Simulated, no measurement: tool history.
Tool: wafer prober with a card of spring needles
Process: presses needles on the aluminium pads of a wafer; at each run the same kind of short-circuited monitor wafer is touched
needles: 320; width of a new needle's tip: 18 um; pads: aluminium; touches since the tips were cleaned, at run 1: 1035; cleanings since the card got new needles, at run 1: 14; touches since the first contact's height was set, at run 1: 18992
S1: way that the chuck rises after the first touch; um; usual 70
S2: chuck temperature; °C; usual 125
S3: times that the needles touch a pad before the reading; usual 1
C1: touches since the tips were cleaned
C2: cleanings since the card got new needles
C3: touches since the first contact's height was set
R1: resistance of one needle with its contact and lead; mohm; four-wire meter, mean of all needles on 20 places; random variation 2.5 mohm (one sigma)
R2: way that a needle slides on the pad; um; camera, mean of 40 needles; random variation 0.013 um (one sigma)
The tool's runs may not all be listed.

run 1 hour=0 | S1=70 S2=125 S3=1 | C1=1035 C2=14 C3=18992 | R1=290 R2=12.72
run 2 hour=15.7 | S1=70 S2=125 S3=1 | C1=3580 C2=14 C3=21537 | R1=285 R2=12.72
run 3 hour=28.3 | S1=70 S2=125 S3=1 | C1=5622 C2=14 C3=23579 | R1=284 R2=12.72
-- hour=35 tips cleaned on abrasive film
run 4 hour=42.6 | S1=70 S2=125 S3=1 | C1=1235 C2=15 C3=25882 | R1=286 R2=12.72
run 5 hour=60.8 | S1=70 S2=125 S3=1 | C1=4189 C2=15 C3=28836 | R1=288 R2=12.73
-- hour=75.9 tips cleaned on abrasive film
run 6 hour=76.3 | S1=70 S2=125 S3=1 | C1=50 C2=16 C3=31323 | R1=285 R2=12.72
run 7 hour=89.7 | S1=70 S2=125 S3=1 | C1=2224 C2=16 C3=33497 | R1=288 R2=12.72
run 8 hour=110.8 | S1=70 S2=125 S3=1 | C1=5645 C2=16 C3=36918 | R1=289 R2=12.72
-- hour=116.7 tips cleaned on abrasive film
run 9 hour=121.1 | S1=70 S2=34 S3=1 | C1=719 C2=17 C3=38580 | R1=259 R2=12.74
run 10 hour=136.3 | S1=70 S2=34 S3=1 | C1=3180 C2=17 C3=41041 | R1=258 R2=12.71
run 11 hour=153.3 | S1=70 S2=34 S3=1 | C1=5933 C2=17 C3=43794 | R1=259 R2=12.73
-- hour=158 tips cleaned on abrasive film
run 12 hour=174.5 | S1=70 S2=34 S3=1 | C1=2685 C2=18 C3=47226 | R1=260 R2=12.72
run 13 hour=192.1 | S1=70 S2=125 S3=1 | C1=5537 C2=18 C3=50078 | R1=283 R2=12.71
-- hour=200.1 tips cleaned on abrasive film
run 14 hour=208.6 | S1=70 S2=106 S3=1 | C1=1380 C2=19 C3=52726 | R1=283 R2=12.73
run 15 hour=226.3 | S1=82 S2=64 S3=3 | C1=4256 C2=19 C3=55602 | R1=271 R2=14.94
run 16 hour=239.7 | S1=59 S2=106 S3=2 | C1=6430 C2=19 C3=57776 | R1=282 R2=10.72
-- hour=241.4 tips cleaned on abrasive film
run 17 hour=256.3 | S1=77 S2=56 S3=2 | C1=2401 C2=20 C3=60442 | R1=263 R2=14.01

Run 18 comes next. What will it give?
run 18 hour=270.3 | S1=70 S2=107 S3=2 | C1=4683 C2=20 C3=62724 | R1=? R2=?

{"run 18": {"R1": 283, "R2": 12.73}}
Without the tool's hidden state the same run would have given R1 282 mohm, R2 12.73 um.

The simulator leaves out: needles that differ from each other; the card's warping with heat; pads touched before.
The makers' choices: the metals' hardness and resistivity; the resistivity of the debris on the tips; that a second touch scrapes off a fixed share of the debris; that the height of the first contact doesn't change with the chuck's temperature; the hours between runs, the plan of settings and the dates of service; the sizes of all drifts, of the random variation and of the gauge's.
